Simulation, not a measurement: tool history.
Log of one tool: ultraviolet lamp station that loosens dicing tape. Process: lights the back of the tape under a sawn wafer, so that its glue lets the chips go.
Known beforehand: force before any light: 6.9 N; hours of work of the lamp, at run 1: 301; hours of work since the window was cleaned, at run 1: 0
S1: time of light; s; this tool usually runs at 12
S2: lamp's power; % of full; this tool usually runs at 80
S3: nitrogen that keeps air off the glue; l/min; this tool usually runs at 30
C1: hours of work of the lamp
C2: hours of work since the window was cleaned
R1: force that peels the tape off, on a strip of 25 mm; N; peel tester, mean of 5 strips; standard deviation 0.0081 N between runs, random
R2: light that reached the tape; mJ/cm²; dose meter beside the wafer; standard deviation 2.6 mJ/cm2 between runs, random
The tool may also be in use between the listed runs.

run,hour,S1,S2,S3,C1,C2,R1,R2
1,0.0,12,80,30,301,0,0.368,292
2,42.7,12,80,30,332,31,0.396,290
3,87.7,12,80,30,365,65,0.386,283
4,126.1,7,80,30,394,93,0.970,168
5,174.8,7,80,30,430,129,1.034,162
6,223.5,7,80,30,465,165,1.066,159
7,249.9,12,73,41,485,184,0.408,247
8,288.2,9,80,30,513,212,0.727,198
# hour 291.7: window cleaned of glue's vapour
9,334.2,8,80,30,547,31,0.913,171
10,376.6,24,69,18,578,62,0.293,433
11,415.8,20,69,30,607,91,0.300,355
12,458.6,12,85,14,638,123,0.844,261

Predict each of these 4 candidate next runs independently; none follows another, all start after run 12:
A,493.4,12,76,16,664,149,?,?
B,493.4,24,75,19,664,149,?,?
C,493.4,18,85,20,664,149,?,?
D,493.4,20,71,22,664,149,?,?

run,R1,R2
A,0.895,228
B,0.276,446
C,0.339,379
D,0.353,354
Without the tool's unlogged condition, the same runs would have read:
run,R1,R2
A,0.519,309
B,0.231,607
C,0.258,517
D,0.262,480

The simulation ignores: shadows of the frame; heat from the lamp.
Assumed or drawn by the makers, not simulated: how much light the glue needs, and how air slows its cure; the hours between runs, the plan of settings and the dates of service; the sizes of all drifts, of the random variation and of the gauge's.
